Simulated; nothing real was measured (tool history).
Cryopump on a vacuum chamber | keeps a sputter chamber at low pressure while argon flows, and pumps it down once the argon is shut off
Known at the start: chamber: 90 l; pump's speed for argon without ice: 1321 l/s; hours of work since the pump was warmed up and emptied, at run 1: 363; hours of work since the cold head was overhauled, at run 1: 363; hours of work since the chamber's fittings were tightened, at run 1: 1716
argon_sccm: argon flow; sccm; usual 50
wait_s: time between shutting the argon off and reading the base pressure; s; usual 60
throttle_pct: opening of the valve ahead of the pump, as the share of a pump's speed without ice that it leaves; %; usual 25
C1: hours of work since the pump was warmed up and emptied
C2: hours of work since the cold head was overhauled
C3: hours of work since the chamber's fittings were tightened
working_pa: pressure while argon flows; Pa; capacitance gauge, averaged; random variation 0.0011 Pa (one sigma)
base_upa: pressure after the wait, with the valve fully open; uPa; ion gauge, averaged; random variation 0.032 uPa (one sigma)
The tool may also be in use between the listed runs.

run 1 hour=0 | argon_sccm=50 wait_s=60 throttle_pct=25 | C1=363 C2=363 C3=1716 | working_pa=0.2627 base_upa=2.78
run 2 hour=37 | argon_sccm=50 wait_s=60 throttle_pct=25 | C1=392 C2=392 C3=1745 | working_pa=0.2624 base_upa=2.94
run 3 hour=66.8 | argon_sccm=50 wait_s=60 throttle_pct=25 | C1=415 C2=415 C3=1768 | working_pa=0.2623 base_upa=2.85
run 4 hour=94 | argon_sccm=89 wait_s=60 throttle_pct=25 | C1=436 C2=436 C3=1789 | working_pa=0.4706 base_upa=2.77
run 5 hour=121.8 | argon_sccm=50 wait_s=60 throttle_pct=25 | C1=457 C2=457 C3=1810 | working_pa=0.2613 base_upa=2.84
run 6 hour=161.7 | argon_sccm=50 wait_s=60 throttle_pct=25 | C1=488 C2=488 C3=1841 | working_pa=0.2671 base_upa=2.92
run 7 hour=181.4 | argon_sccm=50 wait_s=60 throttle_pct=25 | C1=503 C2=503 C3=1856 | working_pa=0.2644 base_upa=2.91
run 8 hour=220 | argon_sccm=50 wait_s=60 throttle_pct=25 | C1=533 C2=533 C3=1886 | working_pa=0.265 base_upa=2.93
run 9 hour=259.4 | argon_sccm=30 wait_s=60 throttle_pct=25 | C1=564 C2=564 C3=1916 | working_pa=0.1586 base_upa=3.08
run 10 hour=289.2 | argon_sccm=50 wait_s=23 throttle_pct=25 | C1=586 C2=586 C3=1939 | working_pa=0.2665 base_upa=5.35
run 11 hour=334.7 | argon_sccm=65 wait_s=23 throttle_pct=25 | C1=622 C2=622 C3=1974 | working_pa=0.348 base_upa=5.44
run 12 hour=363.7 | argon_sccm=65 wait_s=23 throttle_pct=25 | C1=644 C2=644 C3=1997 | working_pa=0.3517 base_upa=5.49
run 13 hour=390.6 | argon_sccm=65 wait_s=23 throttle_pct=25 | C1=665 C2=665 C3=2017 | working_pa=0.3495 base_upa=5.34
run 14 hour=412.9 | argon_sccm=50 wait_s=60 throttle_pct=25 | C1=682 C2=682 C3=2035 | working_pa=0.2698 base_upa=3.13
run 15 hour=432.3 | argon_sccm=50 wait_s=60 throttle_pct=25 | C1=697 C2=697 C3=2050 | working_pa=0.2703 base_upa=3.27
run 16 hour=467.2 | argon_sccm=50 wait_s=60 throttle_pct=25 | C1=724 C2=724 C3=2077 | working_pa=0.2701 base_upa=3.25
run 17 hour=506.3 | argon_sccm=50 wait_s=60 throttle_pct=25 | C1=754 C2=754 C3=2107 | working_pa=0.2709 base_upa=3.22
run 18 hour=534.9 | argon_sccm=50 wait_s=178 throttle_pct=25 | C1=776 C2=776 C3=2129 | working_pa=0.2714 base_upa=2.4
run 19 hour=558.9 | argon_sccm=62 wait_s=60 throttle_pct=21 | C1=795 C2=795 C3=2147 | working_pa=0.398 base_upa=3.36
run 20 hour=577.6 | argon_sccm=27 wait_s=188 throttle_pct=39 | C1=809 C2=809 C3=2162 | working_pa=0.0977 base_upa=2.3
run 21 hour=617.6 | argon_sccm=49 wait_s=82 throttle_pct=43 | C1=840 C2=840 C3=2193 | working_pa=0.1614 base_upa=2.95
-- hour=662.1 pump warmed up, emptied and cooled again
run 22 hour=664.1 | argon_sccm=49 wait_s=82 throttle_pct=43 | C1=2 C2=872 C3=2225 | working_pa=0.1466 base_upa=2.61
run 23 hour=684.4 | argon_sccm=62 wait_s=82 throttle_pct=42 | C1=17 C2=888 C3=2240 | working_pa=0.19 base_upa=2.66
run 24 hour=720.6 | argon_sccm=62 wait_s=82 throttle_pct=42 | C1=45 C2=916 C3=2268 | working_pa=0.19 base_upa=2.67
run 25 hour=748 | argon_sccm=30 wait_s=49 throttle_pct=25 | C1=66 C2=937 C3=2289 | working_pa=0.1542 base_upa=3.3
run 26 hour=786.7 | argon_sccm=30 wait_s=49 throttle_pct=25 | C1=96 C2=967 C3=2319 | working_pa=0.1545 base_upa=3.49

The next listed run, before its measurement:
run 27 hour=827.5 | argon_sccm=30 wait_s=34 throttle_pct=27 | C1=128 C2=998 C3=2351 | working_pa=? base_upa=?

working_pa: 0.1437 Pa
base_upa: 4.3 uPa
Without the tool's hidden state the same run would have given working_pa 0.142 Pa, base_upa 2.79 uPa.
